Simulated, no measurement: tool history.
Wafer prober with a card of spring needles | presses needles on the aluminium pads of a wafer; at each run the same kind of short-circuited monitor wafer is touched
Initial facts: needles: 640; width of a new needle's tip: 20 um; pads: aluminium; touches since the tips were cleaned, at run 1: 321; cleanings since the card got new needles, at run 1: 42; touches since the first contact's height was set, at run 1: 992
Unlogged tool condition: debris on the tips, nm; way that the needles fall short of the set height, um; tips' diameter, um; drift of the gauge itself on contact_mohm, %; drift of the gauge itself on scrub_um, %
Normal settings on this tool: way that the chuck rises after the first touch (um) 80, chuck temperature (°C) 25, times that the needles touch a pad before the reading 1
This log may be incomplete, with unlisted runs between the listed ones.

run    hour  way that the chuck rises after the first touch (um)  chuck temperature (°C)  times that the needles touch a pad before the reading  touches since the tips were cleaned  cleanings since the card got new needles  touches since the first contact's height was set  resistance of one needle with its contact and lead (mohm)  way that a needle slides on the pad (um)
  1       0                                                   80                      25                                                      1                                  321                                        42                                               992                                                        239                                     10.69
        5.4  -- tips cleaned on abrasive film
       12.1  -- tips cleaned on abrasive film
       18.7  -- tips cleaned on abrasive film
       25.4  -- tips cleaned on abrasive film
       32.1  -- tips cleaned on abrasive film
       38.8  -- tips cleaned on abrasive film
  2    41.2                                                   80                      25                                                      1                                 1200                                        48                                             21646                                                        246                                     10.63
       45.2  -- tips cleaned on abrasive film
       51.9  -- tips cleaned on abrasive film
       57.3  -- tips cleaned on abrasive film
         64  -- tips cleaned on abrasive film
       70.6  -- tips cleaned on abrasive film
       77.3  -- tips cleaned on abrasive film
         84  -- tips cleaned on abrasive film
       89.4  -- tips cleaned on abrasive film
       94.8  -- tips cleaned on abrasive film
      101.4  -- tips cleaned on abrasive film
  3   101.5                                                   79                      25                                                      1                                   45                                        58                                             51877                                                        238                                     10.36
      106.9  -- tips cleaned on abrasive film
      113.6  -- tips cleaned on abrasive film
      120.3  -- tips cleaned on abrasive film
        127  -- tips cleaned on abrasive film
      133.7  -- tips cleaned on abrasive film
        139  -- tips cleaned on abrasive film
      145.7  -- tips cleaned on abrasive film
      152.4  -- tips cleaned on abrasive film
  4   155.8                                                   79                      25                                                      1                                 1720                                        66                                             79098                                                        253                                     10.29
      158.5  -- tips cleaned on abrasive film
      165.2  -- tips cleaned on abrasive film
      171.9  -- tips cleaned on abrasive film
      177.3  -- tips cleaned on abrasive film
        184  -- tips cleaned on abrasive film
      190.6  -- tips cleaned on abrasive film
      197.3  -- tips cleaned on abrasive film
        204  -- tips cleaned on abrasive film
      209.4  -- tips cleaned on abrasive film
      216.1  -- tips cleaned on abrasive film
      222.8  -- tips cleaned on abrasive film
      229.4  -- tips cleaned on abrasive film
      236.1  -- tips cleaned on abrasive film
  5   240.4                                                   65                      25                                                      1                                 2166                                        79                                            121512                                                        273                                      8.29
      241.8  -- tips cleaned on abrasive film
      247.2  -- tips cleaned on abrasive film
      253.8  -- tips cleaned on abrasive film
      260.5  -- tips cleaned on abrasive film
      263.5  -- height of the first contact set anew
      266.2  -- tips cleaned on abrasive film
      272.9  -- tips cleaned on abrasive film
      278.3  -- tips cleaned on abrasive film
      284.9  -- tips cleaned on abrasive film
      290.3  -- tips cleaned on abrasive film
        297  -- tips cleaned on abrasive film
  6   298.4                                                   65                      25                                                      1                                  692                                        89                                             17462                                                        250                                      8.66
      302.4  -- tips cleaned on abrasive film
      309.1  -- tips cleaned on abrasive film
      315.8  -- tips cleaned on abrasive film
      322.5  -- tips cleaned on abrasive film
      327.8  -- tips cleaned on abrasive film
      333.2  -- tips cleaned on abrasive film
      339.9  -- tips cleaned on abrasive film
      346.6  -- tips cleaned on abrasive film
        352  -- tips cleaned on abrasive film
      358.6  -- tips cleaned on abrasive film
        364  -- tips cleaned on abrasive film
      370.7  -- tips cleaned on abrasive film
      376.1  -- tips cleaned on abrasive film
      382.2  -- tips cleaned on abrasive film
  7   382.2                                                   65                      25                                                      1                                    0                                       103                                             59461                                                        240                                       8.5
      388.9  -- tips cleaned on abrasive film
      395.6  -- tips cleaned on abrasive film
      402.3  -- tips cleaned on abrasive film
        409  -- tips cleaned on abrasive film
      415.7  -- tips cleaned on abrasive film
      422.4  -- tips cleaned on abrasive film
        429  -- tips cleaned on abrasive film
      435.7  -- tips cleaned on abrasive film
      442.4  -- tips cleaned on abrasive film
      447.8  -- tips cleaned on abrasive film
      454.5  -- tips cleaned on abrasive film
      461.2  -- tips cleaned on abrasive film
  8   462.3                                                   80                      25                                                      1                                  567                                       115                                             99605                                                        244                                     10.38
      467.6  -- tips cleaned on abrasive film
      474.3  -- tips cleaned on abrasive film
        481  -- tips cleaned on abrasive film
      487.7  -- tips cleaned on abrasive film
      493.1  -- tips cleaned on abrasive film
      499.8  -- tips cleaned on abrasive film
      505.1  -- tips cleaned on abrasive film
      511.8  -- tips cleaned on abrasive film
  9   516.2                                                   64                      25                                                      1                                 2224                                       123                                            126648                                                        277                                      8.15
      517.6  -- tips cleaned on abrasive film
        523  -- tips cleaned on abrasive film
      529.7  -- tips cleaned on abrasive film
        530  -- height of the first contact set anew
      536.6  -- tips cleaned on abrasive film
      543.3  -- tips cleaned on abrasive film
        550  -- tips cleaned on abrasive film
      555.4  -- tips cleaned on abrasive film
      562.1  -- tips cleaned on abrasive film
      567.4  -- tips cleaned on abrasive film
 10   567.8                                                   64                      25                                                      1                                  172                                       132                                             18955                                                        242                                      8.53
      573.2  -- tips cleaned on abrasive film
      579.8  -- tips cleaned on abrasive film
      586.5  -- tips cleaned on abrasive film
      593.2  -- tips cleaned on abrasive film
      599.9  -- tips cleaned on abrasive film
      605.3  -- tips cleaned on abrasive film
        612  -- tips cleaned on abrasive film
      617.3  -- tips cleaned on abrasive film
        624  -- tips cleaned on abrasive film
      630.7  -- tips cleaned on abrasive film
 11   634.7                                                   87                      42                                                      2                                 2055                                       142                                             52537                                                        246                                     11.46
      636.1  -- tips cleaned on abrasive film
      641.5  -- tips cleaned on abrasive film
      648.2  -- tips cleaned on abrasive film
      654.9  -- tips cleaned on abrasive film
      661.6  -- tips cleaned on abrasive film
      668.3  -- tips cleaned on abrasive film
      673.6  -- tips cleaned on abrasive film
      680.3  -- tips cleaned on abrasive film
      685.7  -- tips cleaned on abrasive film
      692.4  -- tips cleaned on abrasive film
        699  -- tips cleaned on abrasive film
      705.7  -- tips cleaned on abrasive film
      712.4  -- tips cleaned on abrasive film
      719.1  -- tips cleaned on abrasive film
      725.8  -- tips cleaned on abrasive film
      731.2  -- tips cleaned on abrasive film
 12   734.6                                                   89                      25                                                      1                                 1728                                       158                                            102556                                                        252                                     11.49
      737.3  -- tips cleaned on abrasive film
        744  -- tips cleaned on abrasive film
        756  -- card fitted with new needles
      761.3  -- tips cleaned on abrasive film
        768  -- tips cleaned on abrasive film
      774.7  -- tips cleaned on abrasive film
      781.4  -- tips cleaned on abrasive film
      787.7  -- tips cleaned on abrasive film
 13   787.7                                                   66                      48                                                      1                                    0                                         5                                             15921                                                        245                                      8.76
      794.4  -- tips cleaned on abrasive film
      799.8  -- tips cleaned on abrasive film
      806.5  -- tips cleaned on abrasive film
      811.9  -- tips cleaned on abrasive film
      818.5  -- tips cleaned on abrasive film
      823.9  -- tips cleaned on abrasive film
      830.6  -- tips cleaned on abrasive film
        836  -- tips cleaned on abrasive film
      842.7  -- tips cleaned on abrasive film
      849.3  -- tips cleaned on abrasive film
        856  -- tips cleaned on abrasive film
      862.7  -- tips cleaned on abrasive film
 14     864                                                   98                      48                                                      1                                  657                                        17                                             54143                                                        245                                     12.98
      869.4  -- tips cleaned on abrasive film
      876.1  -- tips cleaned on abrasive film
      881.4  -- tips cleaned on abrasive film
      888.1  -- tips cleaned on abrasive film
      894.8  -- tips cleaned on abrasive film
      901.5  -- tips cleaned on abrasive film
      906.9  -- tips cleaned on abrasive film
      913.5  -- tips cleaned on abrasive film
      920.2  -- tips cleaned on abrasive film
      926.9  -- tips cleaned on abrasive film
      933.6  -- tips cleaned on abrasive film
      940.3  -- tips cleaned on abrasive film
 15   944.8                                                   80                      27                                                      1                                 2274                                        29                                             94653                                                        257                                     10.39
      946.2  -- tips cleaned on abrasive film
      952.9  -- tips cleaned on abrasive film
      959.5  -- tips cleaned on abrasive film
      966.2  -- tips cleaned on abrasive film
      971.6  -- tips cleaned on abrasive film
      978.3  -- tips cleaned on abrasive film
        985  -- tips cleaned on abrasive film
 16   986.4                                                   80                      27                                                      1                                  730                                        36                                            115506                                                        248                                      10.3
      990.4  -- tips cleaned on abrasive film
      997.1  -- tips cleaned on abrasive film
     1003.8  -- tips cleaned on abrasive film
     1010.5  -- tips cleaned on abrasive film
     1017.2  -- tips cleaned on abrasive film
     1021.4  -- height of the first contact set anew
     1022.9  -- tips cleaned on abrasive film
     1029.6  -- tips cleaned on abrasive film
     1036.2  -- tips cleaned on abrasive film
     1042.9  -- tips cleaned on abrasive film
     1049.6  -- tips cleaned on abrasive film
       1055  -- tips cleaned on abrasive film
 17  1055.5                                                   80                      30                                                      2                                  242                                        47                                             17013                                                        241                                     10.58
     1060.8  -- tips cleaned on abrasive film
     1067.5  -- tips cleaned on abrasive film
     1074.2  -- tips cleaned on abrasive film
     1079.6  -- tips cleaned on abrasive film
     1086.3  -- tips cleaned on abrasive film
     1092.9  -- tips cleaned on abrasive film
     1099.6  -- tips cleaned on abrasive film
 18  1100.4                                                   80                      30                                                      3                                  393                                        54                                             39544                                                        234                                     10.56

Pick out some run-to-run changes in resistance of one needle with its contact and lead (mohm). Of each, how much would a tool without hidden state show as well, from the settings, what came in and chance, and how much is left for the hidden state and any gauge scatter not in both results compared?
Run 9 -> 10: tips cleaned on abrasive film, tips cleaned on abrasive film, tips cleaned on abrasive film, height of the first contact set anew, tips cleaned on abrasive film, tips cleaned on abrasive film, tips cleaned on abrasive film, tips cleaned on abrasive film, tips cleaned on abrasive film, tips cleaned on abrasive film. resistance of one needle with its contact and lead (mohm) -35: hidden state -36, all else +1.
